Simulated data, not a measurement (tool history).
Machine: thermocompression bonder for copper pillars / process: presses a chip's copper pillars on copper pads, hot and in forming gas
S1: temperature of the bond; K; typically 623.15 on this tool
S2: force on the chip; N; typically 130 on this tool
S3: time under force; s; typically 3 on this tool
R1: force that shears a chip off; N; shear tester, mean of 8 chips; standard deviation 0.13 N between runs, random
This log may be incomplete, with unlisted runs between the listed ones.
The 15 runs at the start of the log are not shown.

| run | day | S1 | S2 | S3 | R1 |
|---|---|---|---|---|---|
|  | 35.258 | forming gas filter changed |
| 16 | 37.342 | 623.15 | 130 | 3 | 53.2 |
| 17 | 39.771 | 623.15 | 130 | 3 | 52.9 |
| 18 | 42.95 | 623.15 | 130 | 3 | 52.5 |
| 19 | 45.183 | 623.15 | 130 | 3 | 52.3 |
|  | 46.35 | forming gas filter changed |
| 20 | 47.662 | 623.15 | 130 | 5 | 64.5 |
| 21 | 50.5 | 628.15 | 187 | 7 | 96.9 |
| 22 | 53.542 | 622.15 | 163 | 2 | 55.7 |
| 23 | 56.467 | 622.15 | 129 | 2 | 44.2 |
|  | 57.483 | forming gas filter changed |
| 24 | 59.171 | 622.15 | 93 | 4 | 42.5 |
| 25 | 61.054 | 602.15 | 93 | 6 | 41.1 |
| 26 | 64.25 | 623.15 | 112 | 3 | 45.9 |
| 27 | 67.612 | 618.15 | 139 | 5 | 65 |
|  | 68.779 | forming gas filter changed |
| 28 | 69.512 | 652.15 | 95 | 4 | 56.5 |
| 29 | 72.546 | 652.15 | 95 | 4 | 56 |
| 30 | 74.688 | 652.15 | 165 | 3 | 81.5 |
| 31 | 76.217 | 646.15 | 140 | 4 | 75.3 |
| 32 | 77.75 | 646.15 | 140 | 4 | 74.5 |
|  | 80.012 | forming gas filter changed |
| 33 | 81.05 | 621.15 | 130 | 3 | 53.2 |
| 34 | 84.296 | 613.15 | 95 | 6 | 47.1 |
| 35 | 86.108 | 598.15 | 113 | 6 | 48.5 |
|  | 86.962 | force cell calibrated |
| 36 | 88.229 | 598.15 | 113 | 6 | 50.7 |
|  | 91.279 | forming gas filter changed |
| 37 | 91.388 | 598.15 | 86 | 6 | 39.1 |
|  | 92.204 | heater calibrated with a thermocouple chip |
| 38 | 93.721 | 638.15 | 182 | 3 | 80.9 |
| 39 | 96.754 | 638.15 | 182 | 2 | 70.8 |

What if the next run were any one of these 3? Each begins from the tool's condition after run 39:
| A | 99 | 635.15 | 182 | 2 | ? |
| B | 99 | 638.15 | 182 | 8 | ? |
| C | 99 | 627.15 | 130 | 3 | ? |

| run | R1 |
|---|---|
| A | 69 |
| B | 102.9 |
| C | 55 |
Without the tool's unlogged condition, the same runs would have read:
| run | R1 |
|---|---|
| A | 70.3 |
| B | 104.8 |
| C | 56.1 |
